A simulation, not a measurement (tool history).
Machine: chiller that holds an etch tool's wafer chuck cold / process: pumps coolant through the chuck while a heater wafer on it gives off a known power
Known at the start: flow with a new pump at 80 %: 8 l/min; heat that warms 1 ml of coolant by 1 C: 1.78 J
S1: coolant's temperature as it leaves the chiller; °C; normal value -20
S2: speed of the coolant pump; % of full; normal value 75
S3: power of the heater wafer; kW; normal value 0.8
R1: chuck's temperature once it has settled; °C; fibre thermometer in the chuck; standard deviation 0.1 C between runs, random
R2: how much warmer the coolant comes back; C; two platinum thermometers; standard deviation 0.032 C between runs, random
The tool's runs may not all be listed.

run 1 hour=0 | S1=-20 S2=75 S3=0.8 | R1=-9.1 R2=3.58
run 2 hour=85.6 | S1=-20 S2=75 S3=0.8 | R1=-9.2 R2=3.63
run 3 hour=178.8 | S1=-20 S2=75 S3=0.8 | R1=-9 R2=3.63
run 4 hour=250 | S1=-20 S2=75 S3=0.8 | R1=-9.1 R2=3.62
run 5 hour=347.6 | S1=-20 S2=75 S3=0.8 | R1=-9.1 R2=3.65
run 6 hour=445.9 | S1=-20 S2=75 S3=0.701 | R1=-10.6 R2=3.21
run 7 hour=499.7 | S1=-20 S2=75 S3=0.701 | R1=-10.5 R2=3.23
run 8 hour=576.2 | S1=-20 S2=75 S3=0.701 | R1=-10.6 R2=3.26
run 9 hour=670.9 | S1=-20 S2=75 S3=0.547 | R1=-12.7 R2=2.54
run 10 hour=774 | S1=-14 S2=75 S3=0.547 | R1=-6.5 R2=2.59
run 11 hour=825.3 | S1=-14 S2=99 S3=0.547 | R1=-8 R2=2.02
run 12 hour=873 | S1=-20 S2=82 S3=0.8 | R1=-9.9 R2=3.51
run 13 hour=966.2 | S1=-20 S2=75 S3=0.428 | R1=-14.3 R2=2.12
run 14 hour=1031.5 | S1=-10 S2=67 S3=0.564 | R1=-1.6 R2=3.03
run 15 hour=1105.6 | S1=-20 S2=82 S3=1.137 | R1=-5.7 R2=4.87
run 16 hour=1198.4 | S1=-20 S2=82 S3=1.137 | R1=-5.9 R2=4.92
run 17 hour=1286.6 | S1=-28 S2=84 S3=0.8 | R1=-18 R2=3.42
run 18 hour=1356 | S1=-20 S2=97 S3=0.8 | R1=-11.2 R2=3.08
run 19 hour=1466 | S1=-23 S2=95 S3=1.179 | R1=-10.1 R2=4.52
run 20 hour=1541.5 | S1=-12 S2=74 S3=0.469 | R1=-5.5 R2=2.36
run 21 hour=1628.6 | S1=-12 S2=74 S3=0.469 | R1=-5.5 R2=2.44
run 22 hour=1678.4 | S1=-12 S2=74 S3=0.528 | R1=-4.9 R2=2.71
run 23 hour=1750.7 | S1=-15 S2=75 S3=0.949 | R1=-2.1 R2=4.54
run 24 hour=1795.9 | S1=-29 S2=79 S3=0.969 | R1=-16.4 R2=4.42
run 25 hour=1868.9 | S1=-20 S2=89 S3=0.8 | R1=-10.7 R2=3.36

Taken out of this log: 2 entries between the listed runs. Where each belongs, and how the hidden state differs across it:
Logged between run 16 and run 17: coolant pump overhauled (hour 1277.2)
  flow at a given pump speed, % of a new pump's: 99.9 -> 100; drift of the gauge itself on warmer_back_c, C: 0.2 -> 0.22
  difference, measured minus the result without the unlogged condition, R2: +0.21 -> +0.22 C
Logged between run 18 and run 19: coolant changed, channels flushed (hour 1455.5)
  heat passed by the chuck's channels, % of clean ones': 99.9 -> 100; drift of the gauge itself on warmer_back_c, C: 0.23 -> 0.25
  difference, measured minus the result without the unlogged condition, R2: +0.23 -> +0.25 C
